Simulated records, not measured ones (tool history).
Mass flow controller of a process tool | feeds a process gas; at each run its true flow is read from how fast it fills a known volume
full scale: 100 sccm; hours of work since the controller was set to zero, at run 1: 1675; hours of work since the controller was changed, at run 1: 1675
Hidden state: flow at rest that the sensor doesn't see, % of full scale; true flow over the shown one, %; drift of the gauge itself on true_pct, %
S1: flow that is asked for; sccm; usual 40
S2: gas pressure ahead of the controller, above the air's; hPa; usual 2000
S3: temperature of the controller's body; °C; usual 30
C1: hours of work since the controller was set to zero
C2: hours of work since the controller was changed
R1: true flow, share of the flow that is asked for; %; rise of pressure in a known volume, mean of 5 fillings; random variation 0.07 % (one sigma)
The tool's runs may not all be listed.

run    hour  S1    S2  S3    C1    C2      R1
  1       0  40  2000  30  1675  1675  100.56
  2   128.5  40  2000  30  1773  1773  100.73
  3   326.5  40  2000  30  1924  1924   100.8
  4   446.6  40  1960  30  2016  2016  100.84
  5   621.4  40  1960  30  2149  2149  100.91
  6   722.1  40  1960  30  2226  2226  101.05
  7   874.7  40  1830  30  2343  2343  100.98
  8  1007.6  40  1830  30  2444  2444  101.12
  9  1234.5  40  2270  30  2617  2617  101.42
 10    1358  40  2270  30  2712  2712  101.45
 11  1529.1  40  2270  30  2842  2842  101.62
 12  1667.5  40  2270  30  2948  2948  101.67
 13  1850.3  40  2270  30  3087  3087  101.83
 14  1987.3  40  2270  30  3192  3192  101.92
 15  2212.4  40  2270  30  3364  3364  101.99
 16  2369.7  40  2000  30  3484  3484  101.95
 17  2561.1  48  2000  30  3630  3630  101.89
 18  2744.5  48  2000  30  3770  3770  101.94
       2764  -- controller's zero set anew
 19    2925  48  2000  30   123  3907  102.25
     3135.6  -- controller's zero set anew, once more
 20  3143.8  48  2000  30     6  4074   100.2
 21  3310.5  12  1800  30   134  4201  100.01
 22  3500.8  32  1760  20   279  4346   99.74
 23  3628.7  20  1540  20   376  4444   99.85
 24  3817.8  20  1540  20   521  4588  100.04
 25    4050  21  2000  38   698  4765  101.18
 26  4186.5  21  2000  38   802  4870  101.13
 27  4358.6  40  2370  30   933  5001  100.95
 28  4514.4  91  1900  28  1052  5120  101.11
 29  4701.1  24  1790  29  1195  5262  101.21
 30  4854.4  24  1790  29  1312  5379  101.08
 31  5012.3  12  2340  32  1432  5500  102.97
 32  5115.5  66  1980  29  1511  5579  101.08
 33  5305.9  66  1980  29  1657  5724  101.26
 34  5412.8  20  1600  21  1738  5806  101.62
 35  5595.1  29  1600  30  1877  5945  101.73
 36  5699.3  31  2000  30  1957  6024  101.73
 37  5910.2  31  2000  30  2118  6185  101.88
 38  6016.9  31  2000  30  2199  6267  102.11
 39  6188.7  31  2000  30  2330  6398  102.07

How the hidden state differs across the entries between the runs, from the last listed run before each to the first after it:
Between runs 18 and 19: controller's zero set anew (hour 2764)
  flow at rest that the sensor doesn't see, % of full scale: 0.903 -> 1.042; true flow over the shown one, %: 0.56 -> 0.59
  measured less the result without the state, R1: +2.44 -> +2.76 %
Between runs 19 and 20: controller's zero set anew, once more (hour 3135.6)
  flow at rest that the sensor doesn't see, % of full scale: 1.042 -> 0.019; true flow over the shown one, %: 0.59 -> 0.62
  measured less the result without the state, R1: +2.76 -> +0.66 %

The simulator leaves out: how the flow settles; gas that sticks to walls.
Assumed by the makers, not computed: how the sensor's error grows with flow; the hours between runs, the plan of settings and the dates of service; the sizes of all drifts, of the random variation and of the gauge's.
